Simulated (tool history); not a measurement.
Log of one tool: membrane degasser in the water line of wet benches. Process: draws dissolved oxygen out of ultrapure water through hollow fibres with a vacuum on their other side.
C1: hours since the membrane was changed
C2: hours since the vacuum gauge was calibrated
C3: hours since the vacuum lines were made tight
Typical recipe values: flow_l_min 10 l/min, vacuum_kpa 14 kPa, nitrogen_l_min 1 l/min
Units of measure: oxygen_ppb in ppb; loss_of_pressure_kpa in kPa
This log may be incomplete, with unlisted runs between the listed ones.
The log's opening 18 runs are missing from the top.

Run 19, hour 640.2: usual settings but flow_l_min 8 l/min, vacuum_kpa 27.5 kPa; C1 2159; C2 89; C3 5163. Result: oxygen_ppb 454.5 ppb, loss_of_pressure_kpa 49.28 kPa.
Run 20, hour 686.5: usual settings but flow_l_min 8 l/min, vacuum_kpa 27.5 kPa; C1 2206; C2 135; C3 5210. Result: oxygen_ppb 465.1 ppb, loss_of_pressure_kpa 49.3 kPa.
Run 21, hour 718: usual settings but flow_l_min 8 l/min, vacuum_kpa 27.5 kPa; C1 2237; C2 167; C3 5241. Result: oxygen_ppb 454.5 ppb, loss_of_pressure_kpa 49.23 kPa.
Run 22, hour 743.6: usual settings but flow_l_min 12 l/min, vacuum_kpa 25.4 kPa, nitrogen_l_min 1.38 l/min; C1 2263; C2 193; C3 5267. Result: oxygen_ppb 454.8 ppb, loss_of_pressure_kpa 74.18 kPa.
Run 23, hour 766.6: usual settings but flow_l_min 12 l/min, vacuum_kpa 25.4 kPa, nitrogen_l_min 1.38 l/min; C1 2286; C2 216; C3 5290. Result: oxygen_ppb 453.2 ppb, loss_of_pressure_kpa 74.74 kPa.
Run 24, hour 787.7: usual settings but flow_l_min 6 l/min, nitrogen_l_min 1.52 l/min; C1 2307; C2 237; C3 5311. Result: oxygen_ppb 109.9 ppb, loss_of_pressure_kpa 37.35 kPa.
Run 25, hour 832.5: usual settings but flow_l_min 7 l/min, vacuum_kpa 12.7 kPa, nitrogen_l_min 1.22 l/min; C1 2352; C2 281; C3 5356. Result: oxygen_ppb 137 ppb, loss_of_pressure_kpa 43.63 kPa.
Run 26, hour 859.9: usual settings but nitrogen_l_min 2.19 l/min; C1 2379; C2 309; C3 5383. Result: oxygen_ppb 129.7 ppb, loss_of_pressure_kpa 61.93 kPa.
Run 27, hour 885.3: usual settings but flow_l_min 15 l/min, vacuum_kpa 10.3 kPa; C1 2404; C2 334; C3 5409. Result: oxygen_ppb 288 ppb, loss_of_pressure_kpa 92.95 kPa.
Run 28, hour 922.6: usual settings but flow_l_min 15 l/min, vacuum_kpa 8.5 kPa; C1 2442; C2 372; C3 5446. Result: oxygen_ppb 228.7 ppb, loss_of_pressure_kpa 92.78 kPa.
Run 29, hour 953.9: usual settings but flow_l_min 15 l/min, vacuum_kpa 8.5 kPa; C1 2473; C2 403; C3 5477. Result: oxygen_ppb 228.2 ppb, loss_of_pressure_kpa 92.86 kPa.
Run 30, hour 990.4: usual settings but flow_l_min 9 l/min, vacuum_kpa 18.7 kPa, nitrogen_l_min 0.94 l/min; C1 2509; C2 439; C3 5514. Result: oxygen_ppb 353.1 ppb, loss_of_pressure_kpa 55.57 kPa.
Run 31, hour 1021.5: usual settings but nitrogen_l_min 1.08 l/min; C1 2541; C2 470; C3 5545. Result: oxygen_ppb 247.2 ppb, loss_of_pressure_kpa 62.01 kPa.
Run 32, hour 1055.7: usual settings but flow_l_min 15 l/min, vacuum_kpa 26.8 kPa; C1 2575; C2 505; C3 5579. Result: oxygen_ppb 804.7 ppb, loss_of_pressure_kpa 93.07 kPa.
Run 33, hour 1100.4: usual settings but flow_l_min 15 l/min, vacuum_kpa 26.8 kPa; C1 2619; C2 549; C3 5624. Result: oxygen_ppb 808 ppb, loss_of_pressure_kpa 93.14 kPa.

Predict each of these 3 candidate next runs independently; none follows another, all start after run 33:
Run A, hour 1126.4: usual settings but flow_l_min 11 l/min, vacuum_kpa 16 kPa; C1 2645; C2 575; C3 5650. Result: oxygen_ppb ?, loss_of_pressure_kpa ?.
Run B, hour 1126.4: usual settings but flow_l_min 13 l/min, nitrogen_l_min 0.41 l/min; C1 2645; C2 575; C3 5650. Result: oxygen_ppb ?, loss_of_pressure_kpa ?.
Run C, hour 1126.4: usual settings but flow_l_min 6 l/min, vacuum_kpa 17.1 kPa; C1 2645; C2 575; C3 5650. Result: oxygen_ppb ?, loss_of_pressure_kpa ?.

run  oxygen_ppb  loss_of_pressure_kpa
  A       334.7                 68.34
  B       687.6                 80.74
  C         208                 37.13
Take away the tool's hidden state, keep each run's random variation, and the runs would have read:
run  oxygen_ppb  loss_of_pressure_kpa
  A       326.3                 67.28
  B       678.6                 79.49
  C       198.8                 36.56
